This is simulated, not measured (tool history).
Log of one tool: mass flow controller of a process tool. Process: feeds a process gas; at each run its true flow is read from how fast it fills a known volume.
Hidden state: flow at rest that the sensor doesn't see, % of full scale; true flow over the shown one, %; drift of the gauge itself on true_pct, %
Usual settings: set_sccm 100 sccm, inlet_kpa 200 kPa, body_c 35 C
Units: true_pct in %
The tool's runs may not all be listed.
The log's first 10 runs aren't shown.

| run | hour | set_sccm | inlet_kpa | body_c | hours of work since the controller was set to zero | hours of work since the controller was changed | true_pct |
|---|---|---|---|---|---|---|---|
| 11 | 2819.4 | 100 | 200 | 35 | 1953 | 1953 | 96.88 |
| 12 | 3152.5 | 100 | 200 | 35 | 2137 | 2137 | 96.98 |
| 13 | 3444.9 | 100 | 200 | 35 | 2298 | 2298 | 96.86 |
| 14 | 3622.3 | 100 | 200 | 35 | 2396 | 2396 | 96.83 |
| 15 | 3936.6 | 100 | 200 | 26 | 2569 | 2569 | 97.81 |
| 16 | 4352.5 | 100 | 200 | 26 | 2799 | 2799 | 97.64 |
| 17 | 4679.2 | 100 | 200 | 35 | 2979 | 2979 | 96.75 |
| 18 | 5050.8 | 100 | 200 | 35 | 3184 | 3184 | 96.68 |
| 19 | 5459.1 | 100 | 200 | 35 | 3409 | 3409 | 96.54 |
| 20 | 5840.2 | 100 | 200 | 21 | 3619 | 3619 | 97.93 |
| 21 | 6078.5 | 100 | 200 | 21 | 3751 | 3751 | 98.08 |
| 22 | 6444.2 | 33 | 200 | 35 | 3952 | 3952 | 95.43 |
| 23 | 6760.0 | 100 | 200 | 35 | 4127 | 4127 | 96.19 |
| 24 | 7045.0 | 100 | 200 | 35 | 4284 | 4284 | 96.32 |
|  | 7274.2 | gauge calibrated |
| 25 | 7275.9 | 100 | 200 | 35 | 4411 | 4411 | 97.54 |
| 26 | 7694.7 | 37 | 160 | 35 | 4642 | 4642 | 96.99 |
| 27 | 8032.5 | 152 | 220 | 35 | 4829 | 4829 | 98.02 |
| 28 | 8301.8 | 42 | 215 | 27 | 4977 | 4977 | 97.28 |
| 29 | 8722.9 | 167 | 200 | 37 | 5210 | 5210 | 97.95 |
| 30 | 9051.2 | 47 | 200 | 37 | 5391 | 5391 | 96.16 |
| 31 | 9347.1 | 72 | 203 | 31 | 5554 | 5554 | 97.28 |
| 32 | 9562.2 | 113 | 150 | 26 | 5673 | 5673 | 98.76 |
| 33 | 9752.1 | 113 | 150 | 26 | 5777 | 5777 | 98.65 |
| 34 | 10064.2 | 113 | 168 | 32 | 5949 | 5949 | 97.77 |
| 35 | 10501.5 | 29 | 143 | 21 | 6191 | 6191 | 97.93 |

Forecast run 36:
|  | 10747.1 | controller's zero set anew |
| 36 | 10866.5 | 29 | 143 | 21 | 66 | 6392 | ? |

true_pct: 97.85 %
Without the tool's hidden state the same run would have given true_pct 98.51 %.

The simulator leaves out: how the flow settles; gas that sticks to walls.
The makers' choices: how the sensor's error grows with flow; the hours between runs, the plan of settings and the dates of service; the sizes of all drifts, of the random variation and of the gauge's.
